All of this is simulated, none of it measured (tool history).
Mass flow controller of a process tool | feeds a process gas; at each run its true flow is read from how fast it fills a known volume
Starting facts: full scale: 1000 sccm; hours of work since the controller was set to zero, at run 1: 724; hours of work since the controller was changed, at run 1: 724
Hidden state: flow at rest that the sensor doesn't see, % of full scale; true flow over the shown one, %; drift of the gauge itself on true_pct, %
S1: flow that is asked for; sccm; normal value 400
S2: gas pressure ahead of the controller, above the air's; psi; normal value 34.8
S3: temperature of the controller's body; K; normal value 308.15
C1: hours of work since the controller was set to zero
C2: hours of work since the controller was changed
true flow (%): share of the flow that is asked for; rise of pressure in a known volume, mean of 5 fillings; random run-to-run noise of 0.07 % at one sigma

Run 1, day 0: usual settings; C1 724; C2 724. Result: true flow (%) 97.8.
Run 2, day 19.904: usual settings but S3 294.15 K; C1 962; C2 962. Result: true flow (%) 98.37.
Run 3, day 36.892: usual settings; C1 1166; C2 1166. Result: true flow (%) 97.49.
Run 4, day 48.65: usual settings but S3 298.15 K; C1 1307; C2 1307. Result: true flow (%) 97.82.
Run 5, day 64.362: usual settings but S3 298.15 K; C1 1496; C2 1496. Result: true flow (%) 97.75.
Run 6, day 74.029: usual settings; C1 1612; C2 1612. Result: true flow (%) 97.27.
Run 7, day 94.096: usual settings; C1 1852; C2 1852. Result: true flow (%) 97.11.
Run 8, day 108.942: usual settings but S1 290 sccm; C1 2030; C2 2030. Result: true flow (%) 96.31.
Run 9, day 118.138: usual settings but S1 435 sccm; C1 2140; C2 2140. Result: true flow (%) 97.02.
Run 10, day 130.821: usual settings but S1 435 sccm; C1 2293; C2 2293. Result: true flow (%) 97.07.
Run 11, day 143.533: usual settings but S1 435 sccm; C1 2445; C2 2445. Result: true flow (%) 96.87.
Run 12, day 155.696: usual settings; C1 2591; C2 2591. Result: true flow (%) 96.46.
Run 13, day 166.296: usual settings; C1 2718; C2 2718. Result: true flow (%) 96.51.
Run 14, day 177.446: usual settings but S2 36.8 psi; C1 2852; C2 2852. Result: true flow (%) 96.61.
Run 15, day 198.575: usual settings; C1 3105; C2 3105. Result: true flow (%) 96.13.
Run 16, day 219.425: usual settings but S1 124 sccm; C1 3355; C2 3355. Result: true flow (%) 91.52.
Run 17, day 239.658: usual settings but S1 124 sccm; C1 3598; C2 3598. Result: true flow (%) 91.1.
Run 18, day 260.25: usual settings but S1 124 sccm; C1 3845; C2 3845. Result: true flow (%) 90.71.
Run 19, day 277.558: usual settings but S1 464 sccm, S2 31.5 psi, S3 293.15 K; C1 4052; C2 4052. Result: true flow (%) 96.63.
Run 20, day 293.079: usual settings but S1 493 sccm, S2 31.5 psi, S3 293.15 K; C1 4238; C2 4238. Result: true flow (%) 96.7.
Run 21, day 306.275: usual settings but S1 493 sccm, S2 31.5 psi, S3 293.15 K; C1 4397; C2 4397. Result: true flow (%) 96.55.
Run 22, day 326.792: usual settings but S1 493 sccm, S2 31.5 psi, S3 293.15 K; C1 4643; C2 4643. Result: true flow (%) 96.55.
Run 23, day 347.508: usual settings but S1 660 sccm, S2 27 psi, S3 293.15 K; C1 4891; C2 4891. Result: true flow (%) 97.1.
At day 348.704: controller's zero set anew.
Run 24, day 361.571: usual settings but S1 660 sccm, S2 27 psi, S3 293.15 K; C1 154; C2 5060. Result: true flow (%) 98.49.
Run 25, day 371.1: usual settings but S1 366 sccm, S2 27 psi, S3 294.15 K; C1 269; C2 5174. Result: true flow (%) 97.38.
Run 26, day 382.192: usual settings but S1 316 sccm, S3 304.15 K; C1 402; C2 5307. Result: true flow (%) 97.
Run 27, day 396.604: usual settings but S1 635 sccm, S2 23.9 psi, S3 304.15 K; C1 574; C2 5480. Result: true flow (%) 97.46.
Run 28, day 410.454: usual settings but S1 178 sccm, S2 22.6 psi, S3 294.15 K; C1 741; C2 5646. Result: true flow (%) 95.65.
Run 29, day 427.8: usual settings but S1 117 sccm, S2 34.1 psi, S3 301.15 K; C1 949; C2 5854. Result: true flow (%) 94.76.
Run 30, day 438.188: usual settings but S1 488 sccm, S2 34.2 psi, S3 301.15 K; C1 1073; C2 5978. Result: true flow (%) 97.35.
Run 31, day 457.658: usual settings but S1 488 sccm, S2 34.2 psi, S3 299.15 K; C1 1307; C2 6212. Result: true flow (%) 97.17.
Run 32, day 476.075: usual settings but S1 260 sccm, S2 34.2 psi, S3 299.15 K; C1 1527; C2 6433. Result: true flow (%) 95.73.
Run 33, day 493.5: usual settings but S1 260 sccm, S2 34.2 psi, S3 299.15 K; C1 1736; C2 6642. Result: true flow (%) 95.68.
Run 34, day 509.929: usual settings but S1 841 sccm, S2 22.3 psi, S3 294.15 K; C1 1933; C2 6839. Result: true flow (%) 97.95.
Run 35, day 521.75: usual settings but S1 841 sccm, S2 22.3 psi, S3 294.15 K; C1 2075; C2 6980. Result: true flow (%) 97.98.

4 ways to go on from here, each from the tool as it stands after run 35. What would each give?
Run A, day 537.908: usual settings but S1 378 sccm, S2 40.2 psi, S3 297.15 K; C1 2269; C2 7174. Result: true flow (%) ?.
Run B, day 537.908: usual settings but S1 262 sccm, S2 38.4 psi, S3 293.15 K; C1 2269; C2 7174. Result: true flow (%) ?.
Run C, day 537.908: usual settings but S1 841 sccm, S2 26.5 psi, S3 309.15 K; C1 2269; C2 7174. Result: true flow (%) ?.
Run D, day 537.908: usual settings but S3 297.15 K; C1 2269; C2 7174. Result: true flow (%) ?.

run  true flow (%)
  A          96.53
  B           95.7
  C           97.2
  D          96.41
Without the tool's unlogged condition, the same runs would have read:
run  true flow (%)
  A          98.82
  B          98.56
  C          98.76
  D          98.62

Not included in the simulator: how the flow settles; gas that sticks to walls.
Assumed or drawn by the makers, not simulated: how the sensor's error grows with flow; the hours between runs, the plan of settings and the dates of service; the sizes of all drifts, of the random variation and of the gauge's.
